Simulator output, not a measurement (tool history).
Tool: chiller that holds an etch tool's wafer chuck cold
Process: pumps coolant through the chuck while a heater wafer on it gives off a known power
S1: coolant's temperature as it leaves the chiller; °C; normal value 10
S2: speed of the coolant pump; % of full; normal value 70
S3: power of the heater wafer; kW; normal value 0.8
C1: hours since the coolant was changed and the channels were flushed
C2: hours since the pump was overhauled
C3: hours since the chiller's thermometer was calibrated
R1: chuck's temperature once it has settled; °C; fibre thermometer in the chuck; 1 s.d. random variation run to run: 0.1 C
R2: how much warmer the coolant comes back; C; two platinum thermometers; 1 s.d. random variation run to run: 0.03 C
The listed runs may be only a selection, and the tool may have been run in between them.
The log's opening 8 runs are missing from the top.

Run 9, hour 344.9: usual settings; C1 2277; C2 1602; C3 811. Result: R1 17.3 °C, R2 3.88 C.
Run 10, hour 373.7: usual settings; C1 2305; C2 1631; C3 840. Result: R1 17.4 °C, R2 3.88 C.
Run 11, hour 409.1: usual settings; C1 2341; C2 1667; C3 875. Result: R1 17.5 °C, R2 3.83 C.
Run 12, hour 460: usual settings; C1 2392; C2 1717; C3 926. Result: R1 17.5 °C, R2 3.89 C.
Run 13, hour 484.2: usual settings; C1 2416; C2 1742; C3 951. Result: R1 17.5 °C, R2 3.88 C.
Run 14, hour 523.6: usual settings; C1 2455; C2 1781; C3 990. Result: R1 17.5 °C, R2 3.83 C.
Run 15, hour 549.4: usual settings; C1 2481; C2 1807; C3 1016. Result: R1 17.4 °C, R2 3.89 C.
Run 16, hour 600.5: usual settings; C1 2532; C2 1858; C3 1067. Result: R1 17.3 °C, R2 3.91 C.
Run 17, hour 630.1: usual settings but S1 6 °C, S3 0.545 kW; C1 2562; C2 1887; C3 1096. Result: R1 10.9 °C, R2 2.64 C.
Run 18, hour 680: usual settings but S1 16 °C, S3 0.985 kW; C1 2612; C2 1937; C3 1146. Result: R1 25.2 °C, R2 4.77 C.
Run 19, hour 734: usual settings but S1 16 °C, S2 73 % of full, S3 0.679 kW; C1 2666; C2 1991; C3 1200. Result: R1 22.2 °C, R2 3.17 C.
Run 20, hour 787.1: usual settings but S1 16 °C, S2 73 % of full, S3 0.679 kW; C1 2719; C2 2045; C3 1253. Result: R1 21.9 °C, R2 3.18 C.
Run 21, hour 825.4: usual settings but S2 90 % of full, S3 0.512 kW; C1 2757; C2 2083; C3 1292. Result: R1 13.9 °C, R2 1.93 C.
Run 22, hour 869: usual settings but S2 90 % of full, S3 0.512 kW; C1 2801; C2 2126; C3 1335. Result: R1 13.8 °C, R2 1.89 C.
Run 23, hour 909.6: usual settings but S2 90 % of full, S3 0.456 kW; C1 2841; C2 2167; C3 1376. Result: R1 13.5 °C, R2 1.71 C.
Run 24, hour 944.2: usual settings but S1 13 °C, S2 61 % of full, S3 0.924 kW; C1 2876; C2 2202; C3 1411. Result: R1 22.7 °C, R2 5.24 C.
Run 25, hour 971.3: usual settings but S1 3 °C, S2 81 % of full, S3 0.572 kW; C1 2903; C2 2229; C3 1438. Result: R1 7.7 °C, R2 2.39 C.
Run 26, hour 1003.2: usual settings but S1 3 °C, S2 81 % of full, S3 0.572 kW; C1 2935; C2 2261; C3 1470. Result: R1 7.9 °C, R2 2.42 C.
Run 27, hour 1059: usual settings but S1 3 °C, S2 81 % of full, S3 0.935 kW; C1 2991; C2 2316; C3 1525. Result: R1 10.7 °C, R2 3.88 C.
Run 28, hour 1100.7: usual settings but S2 75 % of full, S3 1.034 kW; C1 3032; C2 2358; C3 1567. Result: R1 19.3 °C, R2 4.7 C.
Run 29, hour 1125.4: usual settings but S1 15 °C; C1 3057; C2 2383; C3 1592. Result: R1 22.5 °C, R2 3.9 C.
Run 30, hour 1160.6: usual settings but S1 8 °C, S2 66 % of full, S3 0.7 kW; C1 3092; C2 2418; C3 1627. Result: R1 14.9 °C, R2 3.66 C.
Run 31, hour 1204.4: usual settings but S1 8 °C, S2 66 % of full, S3 0.7 kW; C1 3136; C2 2462; C3 1671. Result: R1 14.8 °C, R2 3.72 C.
Run 32, hour 1232.3: usual settings but S1 12 °C, S3 0.646 kW; C1 3164; C2 2490; C3 1699. Result: R1 18 °C, R2 3.21 C.

Below are 3 alternative next runs, each starting from the tool's condition after run 32. Predict each:
Run A, hour 1268.2: usual settings but S2 80 % of full, S3 0.448 kW; C1 3200; C2 2526; C3 1735. Result: R1 ?, R2 ?.
Run B, hour 1268.2: usual settings but S3 0.828 kW; C1 3200; C2 2526; C3 1735. Result: R1 ?, R2 ?.
Run C, hour 1268.2: usual settings but S1 11 °C, S2 90 % of full, S3 0.52 kW; C1 3200; C2 2526; C3 1735. Result: R1 ?, R2 ?.

run    R1    R2
  A  13.7  1.84
  B  17.7  4.11
  C  14.9  1.98
Stripped of hidden state, with their random variation kept, the same runs would have yielded:
run    R1    R2
  A  13.5  1.75
  B    17  3.92
  C  14.6  1.89

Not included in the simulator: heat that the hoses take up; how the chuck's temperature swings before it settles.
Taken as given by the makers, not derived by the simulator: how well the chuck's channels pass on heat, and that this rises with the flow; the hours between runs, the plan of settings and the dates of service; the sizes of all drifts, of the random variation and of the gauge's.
